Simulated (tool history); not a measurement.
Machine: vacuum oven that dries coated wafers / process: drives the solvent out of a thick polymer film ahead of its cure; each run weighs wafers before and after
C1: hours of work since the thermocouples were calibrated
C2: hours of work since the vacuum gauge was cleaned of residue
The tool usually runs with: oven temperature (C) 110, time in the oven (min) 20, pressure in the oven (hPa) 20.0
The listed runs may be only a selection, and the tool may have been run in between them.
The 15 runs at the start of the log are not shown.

run 16 hour=129.4 | oven_temperature_(C)=110 time_in_the_oven_(min)=20 pressure_in_the_oven_(hPa)=20.0 | C1=1410 C2=22 | solvent_left_in_the_film_(%)=3.75
run 17 hour=135.8 | oven_temperature_(C)=110 time_in_the_oven_(min)=15 pressure_in_the_oven_(hPa)=40.2 | C1=1414 C2=26 | solvent_left_in_the_film_(%)=7.43
run 18 hour=143.0 | oven_temperature_(C)=124 time_in_the_oven_(min)=14 pressure_in_the_oven_(hPa)=20.0 | C1=1419 C2=30 | solvent_left_in_the_film_(%)=1.95
-- hour=148.4 vacuum gauge cleaned of residue and calibrated, once more
run 19 hour=155.3 | oven_temperature_(C)=110 time_in_the_oven_(min)=12 pressure_in_the_oven_(hPa)=72.3 | C1=1426 C2=4 | solvent_left_in_the_film_(%)=12.22
run 20 hour=166.9 | oven_temperature_(C)=125 time_in_the_oven_(min)=24 pressure_in_the_oven_(hPa)=72.5 | C1=1433 C2=12 | solvent_left_in_the_film_(%)=6.54
run 21 hour=172.6 | oven_temperature_(C)=115 time_in_the_oven_(min)=26 pressure_in_the_oven_(hPa)=21.3 | C1=1437 C2=15 | solvent_left_in_the_film_(%)=2.75
run 22 hour=180.1 | oven_temperature_(C)=115 time_in_the_oven_(min)=26 pressure_in_the_oven_(hPa)=21.3 | C1=1442 C2=20 | solvent_left_in_the_film_(%)=2.79
run 23 hour=191.3 | oven_temperature_(C)=110 time_in_the_oven_(min)=14 pressure_in_the_oven_(hPa)=46.1 | C1=1449 C2=27 | solvent_left_in_the_film_(%)=8.58
run 24 hour=202.1 | oven_temperature_(C)=111 time_in_the_oven_(min)=16 pressure_in_the_oven_(hPa)=47.0 | C1=1456 C2=34 | solvent_left_in_the_film_(%)=7.86
run 25 hour=210.9 | oven_temperature_(C)=104 time_in_the_oven_(min)=10 pressure_in_the_oven_(hPa)=20.0 | C1=1462 C2=40 | solvent_left_in_the_film_(%)=9.68
run 26 hour=218.2 | oven_temperature_(C)=107 time_in_the_oven_(min)=34 pressure_in_the_oven_(hPa)=12.2 | C1=1466 C2=45 | solvent_left_in_the_film_(%)=2.22
run 27 hour=230.0 | oven_temperature_(C)=121 time_in_the_oven_(min)=20 pressure_in_the_oven_(hPa)=23.6 | C1=1474 C2=52 | solvent_left_in_the_film_(%)=2.50
run 28 hour=236.9 | oven_temperature_(C)=121 time_in_the_oven_(min)=20 pressure_in_the_oven_(hPa)=23.6 | C1=1478 C2=57 | solvent_left_in_the_film_(%)=2.39
run 29 hour=249.3 | oven_temperature_(C)=121 time_in_the_oven_(min)=20 pressure_in_the_oven_(hPa)=23.6 | C1=1486 C2=65 | solvent_left_in_the_film_(%)=2.37
run 30 hour=254.9 | oven_temperature_(C)=121 time_in_the_oven_(min)=20 pressure_in_the_oven_(hPa)=23.6 | C1=1490 C2=68 | solvent_left_in_the_film_(%)=2.43

Here are 3 independent what-if runs from the current tool condition. What would each one return?
run A hour=261.9 | oven_temperature_(C)=114 time_in_the_oven_(min)=20 pressure_in_the_oven_(hPa)=20.0 | C1=1494 C2=73 | solvent_left_in_the_film_(%)=?
run B hour=261.9 | oven_temperature_(C)=121 time_in_the_oven_(min)=33 pressure_in_the_oven_(hPa)=23.6 | C1=1494 C2=73 | solvent_left_in_the_film_(%)=?
run C hour=261.9 | oven_temperature_(C)=121 time_in_the_oven_(min)=18 pressure_in_the_oven_(hPa)=35.5 | C1=1494 C2=73 | solvent_left_in_the_film_(%)=?

run=A solvent_left_in_the_film_(%)=3.03
run=B solvent_left_in_the_film_(%)=2.39
run=C solvent_left_in_the_film_(%)=3.70
Stripped of hidden state, with their random variation kept, the same runs would have yielded:
run=A solvent_left_in_the_film_(%)=2.82
run=B solvent_left_in_the_film_(%)=2.28
run=C solvent_left_in_the_film_(%)=3.54

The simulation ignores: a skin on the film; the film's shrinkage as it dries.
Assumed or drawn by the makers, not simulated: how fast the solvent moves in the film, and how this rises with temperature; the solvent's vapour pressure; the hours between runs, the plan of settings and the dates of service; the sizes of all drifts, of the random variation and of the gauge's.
